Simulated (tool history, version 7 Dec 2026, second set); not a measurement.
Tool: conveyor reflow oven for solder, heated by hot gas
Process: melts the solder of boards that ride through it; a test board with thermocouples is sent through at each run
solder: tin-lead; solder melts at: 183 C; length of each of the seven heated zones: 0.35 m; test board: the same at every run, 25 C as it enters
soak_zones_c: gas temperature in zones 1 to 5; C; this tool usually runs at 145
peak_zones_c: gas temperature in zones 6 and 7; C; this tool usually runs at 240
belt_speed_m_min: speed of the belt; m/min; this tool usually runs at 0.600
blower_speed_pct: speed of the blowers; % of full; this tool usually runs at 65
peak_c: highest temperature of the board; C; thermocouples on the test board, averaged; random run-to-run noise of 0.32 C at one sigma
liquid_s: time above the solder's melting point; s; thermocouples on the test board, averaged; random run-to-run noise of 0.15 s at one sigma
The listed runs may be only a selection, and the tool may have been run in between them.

| run | day | soak_zones_c | peak_zones_c | belt_speed_m_min | blower_speed_pct | peak_c | liquid_s |
|---|---|---|---|---|---|---|---|
| 1 | 0.000 | 145 | 240 | 0.600 | 65 | 223.7 | 58.9 |
|  | 2.125 | flux residue cleaned out of gas plates and filters |
| 2 | 2.262 | 145 | 240 | 0.600 | 65 | 224.1 | 59.6 |
| 3 | 4.550 | 145 | 240 | 0.556 | 65 | 226.4 | 65.6 |
| 4 | 7.312 | 145 | 240 | 0.556 | 65 | 225.1 | 65.7 |
| 5 | 10.854 | 145 | 240 | 0.556 | 65 | 225.9 | 65.4 |
| 6 | 14.208 | 145 | 240 | 0.600 | 65 | 222.3 | 58.8 |
|  | 15.400 | flux residue cleaned out of gas plates and filters |
| 7 | 17.079 | 145 | 240 | 0.600 | 65 | 223.5 | 59.4 |
| 8 | 20.204 | 145 | 240 | 0.600 | 65 | 222.9 | 59.1 |
| 9 | 23.067 | 145 | 240 | 0.600 | 65 | 222.8 | 59.2 |
| 10 | 25.638 | 145 | 240 | 0.600 | 65 | 222.4 | 58.8 |
|  | 28.567 | flux residue cleaned out of gas plates and filters |
| 11 | 29.400 | 145 | 240 | 0.600 | 65 | 222.5 | 59.6 |
| 12 | 31.654 | 145 | 240 | 0.600 | 65 | 223.1 | 59.6 |
| 13 | 35.100 | 145 | 240 | 0.600 | 65 | 222.0 | 59.4 |
| 14 | 38.175 | 145 | 240 | 0.600 | 65 | 222.5 | 58.7 |
| 15 | 40.096 | 145 | 240 | 0.600 | 65 | 221.8 | 58.6 |
|  | 41.796 | flux residue cleaned out of gas plates and filters |
| 16 | 43.242 | 155 | 240 | 0.487 | 65 | 229.2 | 82.4 |
| 17 | 44.721 | 156 | 229 | 0.605 | 75 | 215.2 | 59.7 |
| 18 | 48.212 | 145 | 234 | 0.647 | 67 | 214.9 | 49.9 |
| 19 | 51.062 | 140 | 234 | 0.647 | 67 | 213.4 | 47.1 |
| 20 | 53.279 | 152 | 243 | 0.548 | 55 | 225.4 | 70.1 |
|  | 55.112 | flux residue cleaned out of gas plates and filters |
| 21 | 55.204 | 152 | 243 | 0.548 | 55 | 227.3 | 70.7 |
| 22 | 57.858 | 145 | 242 | 0.600 | 65 | 223.7 | 60.2 |
| 23 | 60.850 | 145 | 242 | 0.600 | 65 | 223.8 | 60.4 |
| 24 | 63.371 | 145 | 242 | 0.600 | 65 | 223.3 | 60.0 |
| 25 | 65.033 | 157 | 248 | 0.600 | 65 | 230.8 | 68.3 |
| 26 | 67.229 | 145 | 240 | 0.715 | 65 | 214.8 | 44.5 |
|  | 68.371 | flux residue cleaned out of gas plates and filters |
| 27 | 68.933 | 145 | 240 | 0.647 | 63 | 219.0 | 53.0 |
| 28 | 71.817 | 134 | 240 | 0.600 | 87 | 224.3 | 57.8 |
|  | 73.675 | thermocouples of zones 6 and 7 changed |
| 29 | 74.088 | 134 | 240 | 0.600 | 87 | 226.6 | 58.9 |

Predict each of these 3 candidate next runs independently; none follows another, all start after run 29:
| A | 77.696 | 153 | 244 | 0.600 | 62 | ? | ? |
| B | 77.696 | 134 | 230 | 0.600 | 70 | ? | ? |
| C | 77.696 | 152 | 251 | 0.600 | 87 | ? | ? |

| run | peak_c | liquid_s |
|---|---|---|
| A | 228.3 | 65.8 |
| B | 213.9 | 50.3 |
| C | 238.2 | 70.0 |
Take away the tool's hidden state, keep each run's random variation, and the runs would have read:
| run | peak_c | liquid_s |
|---|---|---|
| A | 228.9 | 64.7 |
| B | 214.7 | 49.9 |
| C | 239.1 | 68.7 |
